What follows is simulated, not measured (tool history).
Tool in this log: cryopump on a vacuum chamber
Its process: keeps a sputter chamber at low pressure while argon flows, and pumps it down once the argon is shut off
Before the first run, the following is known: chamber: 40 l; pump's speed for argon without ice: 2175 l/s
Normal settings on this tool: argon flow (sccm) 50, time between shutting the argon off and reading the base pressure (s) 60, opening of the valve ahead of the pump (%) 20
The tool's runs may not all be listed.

run    hour  argon flow (sccm)  time between shutting the argon off and reading the base pressure (s)  opening of the valve ahead of the pump (%)  pressure while argon flows (Pa)  pressure after the wait (uPa)
  1     0.0                 50                                                                     60                                          20                           0.2040                           1.35
  2    42.1                 50                                                                     60                                          20                           0.2053                           1.39
  3    91.4                 50                                                                     60                                          20                           0.2065                           1.38
  4   138.1                 50                                                                     60                                          20                           0.2085                           1.38
  5   208.5                 50                                                                     95                                          20                           0.2057                           1.19
      224.8  -- pump warmed up, emptied and cooled again
  6   284.9                 50                                                                     60                                          20                           0.1970                           1.29
  7   354.5                 50                                                                     22                                          20                           0.1974                           2.34
  8   390.5                 50                                                                     60                                          20                           0.1982                           1.31
  9   431.4                 50                                                                     60                                          20                           0.1988                           1.34
 10   492.4                 50                                                                     60                                          20                           0.1993                           1.34
 11   559.6                 50                                                                     60                                          20                           0.1991                           1.39
 12   594.0                 50                                                                     60                                          20                           0.1989                           1.44
 13   661.0                 50                                                                     60                                          20                           0.1992                           1.42
 14   733.3                 50                                                                     75                                          20                           0.1995                           1.30
 15   793.3                 48                                                                     75                                          20                           0.1938                           1.35
 16   841.1                 48                                                                     75                                          20                           0.1927                           1.34
 17   914.3                 50                                                                     60                                          28                           0.1483                           1.54
 18   962.4                 80                                                                     60                                          28                           0.2369                           1.54
 19  1007.2                 80                                                                     60                                          56                           0.1284                           1.54
 20  1070.7                 50                                                                     33                                          27                           0.1549                           2.10
 21  1121.7                 63                                                                     95                                          20                           0.2607                           1.47
 22  1186.7                 63                                                                     95                                          20                           0.2626                           1.51
     1229.7  -- pump warmed up, emptied and cooled again
 23  1249.5                 63                                                                     95                                          20                           0.2455                           1.24
 24  1313.1                 55                                                                     23                                          45                           0.0974                           2.51
 25  1348.5                 41                                                                     60                                          20                           0.1625                           1.52
 26  1408.6                 50                                                                     30                                          20                           0.1960                           2.14
 27  1440.7                 50                                                                     64                                          19                           0.2076                           1.50
 28  1479.0                100                                                                     60                                          30                           0.2683                           1.59
 29  1524.0                100                                                                     60                                          30                           0.2674                           1.62
 30  1583.8                100                                                                     60                                          30                           0.2692                           1.70
 31  1633.0                 30                                                                     41                                          17                           0.1403                           1.91
     1662.6  -- leaking fittings of the chamber tightened, without venting
 32  1701.2                 97                                                                     60                                          45                           0.1797                           0.79
 33  1761.7                 57                                                                    183                                          45                           0.1060                           0.39
 34  1827.5                 50                                                                    171                                          20                           0.2016                           0.38

Predict each of these 4 candidate next runs independently; none follows another, all start after run 34:
  A  1865.8                 50                                                                    108                                          20                                ?                              ?
  B  1865.8                 50                                                                     31                                          16                                ?                              ?
  C  1865.8                 44                                                                     69                                          20                                ?                              ?
  D  1865.8                 21                                                                     60                                          20                                ?                              ?

run  pressure while argon flows (Pa)  pressure after the wait (uPa)
  A                           0.2028                           0.59
  B                           0.2524                           1.42
  C                           0.1771                           0.77
  D                           0.0839                           0.83
Without the tool's hidden state the same runs would have given:
run  pressure while argon flows (Pa)  pressure after the wait (uPa)
  A                           0.1945                           0.50
  B                           0.2439                           1.33
  C                           0.1698                           0.69
  D                           0.0804                           0.74
